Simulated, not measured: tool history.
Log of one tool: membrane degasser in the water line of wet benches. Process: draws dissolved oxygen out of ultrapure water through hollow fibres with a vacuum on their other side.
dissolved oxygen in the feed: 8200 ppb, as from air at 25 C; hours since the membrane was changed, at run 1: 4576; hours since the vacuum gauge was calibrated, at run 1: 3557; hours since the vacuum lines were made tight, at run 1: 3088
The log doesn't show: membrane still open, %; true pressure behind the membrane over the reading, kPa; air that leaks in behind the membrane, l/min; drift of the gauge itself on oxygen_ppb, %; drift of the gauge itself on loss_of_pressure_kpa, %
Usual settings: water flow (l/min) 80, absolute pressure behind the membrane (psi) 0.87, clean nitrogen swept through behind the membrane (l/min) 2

run    hour  water flow (l/min)  absolute pressure behind the membrane (psi)  clean nitrogen swept through behind the membrane (l/min)  hours since the membrane was changed  hours since the vacuum gauge was calibrated  hours since the vacuum lines were made tight  dissolved oxygen in the water behind the degasser (ppb)  pressure that the water loses in the fibres (psi)
  1       0                  80                                         0.87                                                         2                                  4576                                         3557                                          3088                                                    440.9                                              5.839
  2    56.4                  80                                         0.87                                                         2                                  4632                                         3613                                          3144                                                    446.4                                              5.835
  3   148.8                  80                                         0.87                                                         2                                  4724                                         3706                                          3236                                                    441.5                                              5.841
  4   206.2                  80                                         0.87                                                         2                                  4782                                         3763                                          3294                                                    435.2                                              5.864
  5   284.3                  80                                         0.87                                                         2                                  4860                                         3841                                          3372                                                    440.7                                              5.845
  6   396.2                  80                                         0.87                                                      1.56                                  4972                                         3953                                          3484                                                    493.2                                              5.841
  7     512                  80                                         0.87                                                      1.56                                  5088                                         4069                                          3600                                                      483                                              5.861
  8   580.8                  80                                         0.87                                                         2                                  5156                                         4138                                          3668                                                    439.3                                              5.848
  9   636.3                  80                                         0.87                                                         2                                  5212                                         4193                                          3724                                                      441                                              5.865
 10   697.8                  80                                         0.87                                                         2                                  5274                                         4255                                          3785                                                    454.1                                              5.912
 11   755.7                  80                                         0.87                                                      5.61                                  5331                                         4312                                          3843                                                    326.1                                              5.862
 12   820.5                  80                                         0.87                                                      5.61                                  5396                                         4377                                          3908                                                    318.1                                              5.858
 13   934.9                  80                                         0.87                                                      5.61                                  5511                                         4492                                          4022                                                    314.4                                              5.842
      949.8  -- vacuum gauge calibrated
 14  1000.5                  80                                        1.163                                                      5.61                                  5576                                           51                                          4087                                                    382.5                                              5.838
 15  1056.4                  80                                        1.163                                                      5.61                                  5632                                          107                                          4143                                                    386.3                                              5.831
 16  1141.9                  70                                         0.87                                                      1.34                                  5717                                          192                                          4229                                                    411.2                                              5.082
 17  1207.9                  80                                        1.519                                                         2                                  5783                                          258                                          4295                                                    752.1                                              5.848
 18  1315.7                  81                                        1.094                                                      2.55                                  5891                                          366                                          4403                                                    510.6                                              5.904
 19  1403.4                 122                                        1.375                                                      2.55                                  5979                                          454                                          4490                                                   1167.2                                              8.937
 20  1518.9                  63                                         0.87                                                         2                                  6094                                          569                                          4606                                                    285.4                                              4.627
 21  1602.3                  89                                        0.875                                                      4.31                                  6177                                          652                                          4689                                                    438.4                                              6.492
 22  1659.6                 123                                        0.745                                                         2                                  6235                                          710                                          4747                                                    886.6                                              8.969
     1707.9  -- seals of the vacuum lines changed
 23    1763                 123                                        0.745                                                         2                                  6336                                          811                                            55                                                    890.4                                              8.984

How the hidden state differs across the entries between the runs, from the last listed run before each to the first after it:
Between runs 13 and 14: vacuum gauge calibrated (hour 949.8)
  membrane still open, %: 100 -> 99.9
Between runs 22 and 23: seals of the vacuum lines changed (hour 1707.9)
  air that leaks in behind the membrane, l/min: 0.0023 -> 0.002

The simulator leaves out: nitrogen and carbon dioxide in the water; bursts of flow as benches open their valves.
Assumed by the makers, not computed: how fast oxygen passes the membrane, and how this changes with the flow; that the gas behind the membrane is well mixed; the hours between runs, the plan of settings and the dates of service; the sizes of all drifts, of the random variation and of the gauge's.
